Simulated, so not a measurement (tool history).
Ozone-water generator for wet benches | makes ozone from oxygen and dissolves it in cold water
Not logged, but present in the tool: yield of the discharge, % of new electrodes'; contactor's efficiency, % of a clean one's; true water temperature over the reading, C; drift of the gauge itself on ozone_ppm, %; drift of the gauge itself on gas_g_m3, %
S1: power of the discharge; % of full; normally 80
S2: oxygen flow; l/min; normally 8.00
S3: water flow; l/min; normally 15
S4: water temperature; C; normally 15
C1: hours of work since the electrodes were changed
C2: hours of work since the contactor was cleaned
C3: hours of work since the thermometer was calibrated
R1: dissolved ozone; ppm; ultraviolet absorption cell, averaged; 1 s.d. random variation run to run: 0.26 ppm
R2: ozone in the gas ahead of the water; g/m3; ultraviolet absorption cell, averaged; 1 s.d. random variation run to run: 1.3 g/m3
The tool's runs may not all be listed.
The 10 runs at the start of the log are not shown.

run,day,S1,S2,S3,S4,C1,C2,C3,R1,R2
11,64.138,80,5.87,15,15,5880,1497,2500,40.5,273.9
12,70.983,80,5.87,15,15,5995,1612,2615,40.4,274.2
13,78.375,80,7.13,15,15,6119,1736,2739,40.2,250.5
14,84.054,80,8.00,15,15,6214,1831,2834,39.4,238.2
15,93.200,80,8.00,15,15,6367,1984,2987,39.8,238.4
16,100.821,80,8.00,15,15,6495,2112,3115,40.0,240.1
17,108.888,67,4.45,15,7,6630,2247,3250,39.2,277.7
# day 113.000: gauge calibrated
18,116.733,67,4.45,15,7,6761,2378,3381,38.8,269.1
19,121.417,67,4.45,15,7,6840,2457,3460,39.1,268.5
20,127.562,80,8.00,15,15,6943,2560,3563,39.8,233.6
21,135.696,63,8.00,21,15,7079,2696,3699,26.9,195.8
22,143.175,63,8.00,21,15,7204,2821,3824,26.9,196.9
23,151.712,80,8.00,13,8,7347,2965,3967,49.6,235.1
24,159.700,80,8.00,13,8,7481,3098,4101,50.0,236.6
25,169.308,80,8.00,13,8,7642,3259,4262,50.0,235.7
26,173.267,80,8.00,15,11,7708,3326,4328,43.3,235.9
27,179.525,80,8.00,15,11,7813,3431,4433,43.1,236.3
28,186.817,80,8.00,13,12,7935,3553,4555,45.9,236.8

What will run 29 give?
29,191.929,80,8.00,13,12,8021,3638,4641,?,?

{"run 29": {"R1": 46.1, "R2": 237.4}}
Take away the tool's hidden state, keep the run-to-run variation as it was, and the same run would have given R1 46.2 ppm, R2 233.0 g/m3.
